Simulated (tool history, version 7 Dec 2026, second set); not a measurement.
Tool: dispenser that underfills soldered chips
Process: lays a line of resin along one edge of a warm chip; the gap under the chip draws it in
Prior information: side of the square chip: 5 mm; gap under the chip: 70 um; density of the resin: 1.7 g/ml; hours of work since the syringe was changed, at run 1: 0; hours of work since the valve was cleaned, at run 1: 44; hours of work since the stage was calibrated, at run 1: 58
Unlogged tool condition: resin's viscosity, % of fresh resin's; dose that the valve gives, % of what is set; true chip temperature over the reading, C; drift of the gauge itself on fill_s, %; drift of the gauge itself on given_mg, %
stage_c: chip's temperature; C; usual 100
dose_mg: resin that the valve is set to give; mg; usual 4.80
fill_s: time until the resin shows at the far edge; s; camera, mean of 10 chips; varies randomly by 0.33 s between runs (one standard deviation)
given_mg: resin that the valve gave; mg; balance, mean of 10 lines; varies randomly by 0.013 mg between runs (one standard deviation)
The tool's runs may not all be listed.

| run | hour | stage_c | dose_mg | hours of work since the syringe was changed | hours of work since the valve was cleaned | hours of work since the stage was calibrated | fill_s | given_mg |
|---|---|---|---|---|---|---|---|---|
| 1 | 0.0 | 100 | 4.80 | 0 | 44 | 58 | 13.5 | 4.69 |
| 2 | 8.1 | 100 | 4.80 | 6 | 50 | 64 | 19.9 | 4.70 |
|  | 12.3 | new syringe of resin |
| 3 | 14.6 | 100 | 4.80 | 2 | 54 | 69 | 15.5 | 4.68 |
| 4 | 21.0 | 100 | 4.80 | 6 | 59 | 73 | 20.5 | 4.67 |
|  | 24.8 | new syringe of resin |
| 5 | 25.2 | 100 | 4.80 | 0 | 62 | 76 | 14.1 | 4.66 |
| 6 | 33.0 | 100 | 4.80 | 6 | 67 | 82 | 20.2 | 4.64 |
|  | 37.0 | new syringe of resin |
| 7 | 39.8 | 98 | 4.80 | 2 | 72 | 86 | 16.1 | 4.66 |
| 8 | 48.3 | 98 | 4.80 | 8 | 78 | 92 | 24.4 | 4.62 |
|  | 49.3 | new syringe of resin |
| 9 | 55.0 | 100 | 4.80 | 4 | 83 | 97 | 17.3 | 4.60 |
|  | 56.8 | dispensing valve cleaned and set on the balance |
|  | 62.6 | new syringe of resin |
| 10 | 63.6 | 100 | 4.80 | 1 | 5 | 102 | 15.6 | 4.78 |
| 11 | 71.2 | 100 | 4.80 | 6 | 10 | 108 | 20.6 | 4.79 |
|  | 74.8 | new syringe of resin |
| 12 | 77.1 | 100 | 4.80 | 2 | 14 | 112 | 15.5 | 4.80 |
| 13 | 80.9 | 100 | 4.80 | 4 | 17 | 114 | 19.3 | 4.76 |
|  | 87.2 | new syringe of resin |
| 14 | 88.9 | 112 | 4.91 | 1 | 22 | 120 | 10.8 | 4.87 |
| 15 | 96.0 | 112 | 4.91 | 6 | 27 | 125 | 15.2 | 4.88 |
|  | 99.5 | new syringe of resin |
| 16 | 102.3 | 108 | 4.36 | 2 | 32 | 129 | 13.3 | 4.29 |
| 17 | 106.2 | 93 | 5.95 | 5 | 35 | 132 | 23.0 | 5.85 |
| 18 | 109.9 | 93 | 5.95 | 7 | 37 | 135 | 27.5 | 5.89 |
|  | 111.9 | new syringe of resin |
| 19 | 114.6 | 93 | 5.95 | 2 | 40 | 138 | 20.1 | 5.87 |
| 20 | 121.4 | 86 | 4.20 | 7 | 45 | 143 | 33.3 | 4.11 |
|  | 124.2 | new syringe of resin |
| 21 | 125.8 | 86 | 4.20 | 1 | 48 | 146 | 23.0 | 4.12 |
| 22 | 129.5 | 103 | 4.60 | 4 | 51 | 148 | 17.7 | 4.53 |
| 23 | 134.3 | 102 | 5.67 | 7 | 54 | 152 | 21.2 | 5.55 |
|  | 136.3 | new syringe of resin |
| 24 | 141.0 | 101 | 5.34 | 3 | 59 | 156 | 15.5 | 5.23 |
|  | 148.4 | new syringe of resin |
| 25 | 149.7 | 97 | 4.80 | 1 | 65 | 162 | 16.6 | 4.65 |
| 26 | 157.3 | 85 | 5.90 | 6 | 70 | 168 | 32.6 | 5.72 |

Below, some changes in fill_s between adjacent runs. For each, the amount present without the hidden state too (settings, incoming material, random variation) and the amount remaining for the hidden state with gauge scatter not shared by both compared results:
Run 19 -> 20: stage_c 93 -> 86, dose_mg 5.95 -> 4.20. fill_s +13.2 s: hidden state +9.6, all else +3.6.
Run 20 -> 21: new syringe of resin. fill_s -10.3 s: hidden state -10.0, all else -0.3.
Run 25 -> 26: stage_c 97 -> 85, dose_mg 4.80 -> 5.90. fill_s +16.0 s: hidden state +10.1, all else +5.9.
